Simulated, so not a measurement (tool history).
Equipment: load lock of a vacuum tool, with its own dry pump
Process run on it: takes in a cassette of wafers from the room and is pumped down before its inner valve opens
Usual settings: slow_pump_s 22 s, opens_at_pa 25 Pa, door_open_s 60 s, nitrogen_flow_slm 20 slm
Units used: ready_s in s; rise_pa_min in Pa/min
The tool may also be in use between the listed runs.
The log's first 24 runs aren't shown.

run,hour,slow_pump_s,opens_at_pa,door_open_s,nitrogen_flow_slm,hours that the pump has run since its overhaul,times that the door has closed on its seal,"incoming humidity of the room's air, %",ready_s,rise_pa_min
25,8782.6,40,20,60,42,799,31307,47.2,46.5,0.335
26,9111.8,22,19,230,31,1128,32367,45.9,29.3,0.378
27,9451.6,22,18,111,26,1468,33461,46.1,30.3,0.382
28,9703,21,24,111,26,1719,34271,49.2,29,0.395
29,10109.4,21,48,111,26,2125,35580,43.1,28.4,0.415
30,10582.6,25,25,60,6,2599,37104,44.9,32.8,0.453
31,10985.6,41,23,60,20,3002,38402,46,47,0.454
32,11477.1,41,23,60,20,3493,39984,44.5,47.3,0.49
33,11907.6,22,32,160,20,3924,41371,42,29.8,0.524
34,12141.3,22,32,160,20,4157,42124,47.9,29.5,0.534
35,12550.8,16,21,73,6,4567,43442,43.7,24.8,0.555
36,13052.2,22,25,220,35,5068,45057,45,29.9,0.584

Below are 4 alternative next runs, each starting from the tool's condition after run 36. Predict each:
A,13280.4,22,25,220,12,5296,45792,47.4,?,?
B,13280.4,42,25,35,7,5296,45792,46.9,?,?
C,13280.4,22,41,60,20,5296,45792,46.1,?,?
D,13280.4,13,24,220,35,5296,45792,44.7,?,?

run,ready_s,rise_pa_min
A,30,0.653
B,48.6,0.613
C,29.5,0.597
D,22.1,0.614
Take away the tool's hidden state, keep each run's random variation, and the runs would have read:
run,ready_s,rise_pa_min
A,29.3,0.096
B,48.1,0.06
C,28.9,0.055
D,21.4,0.066
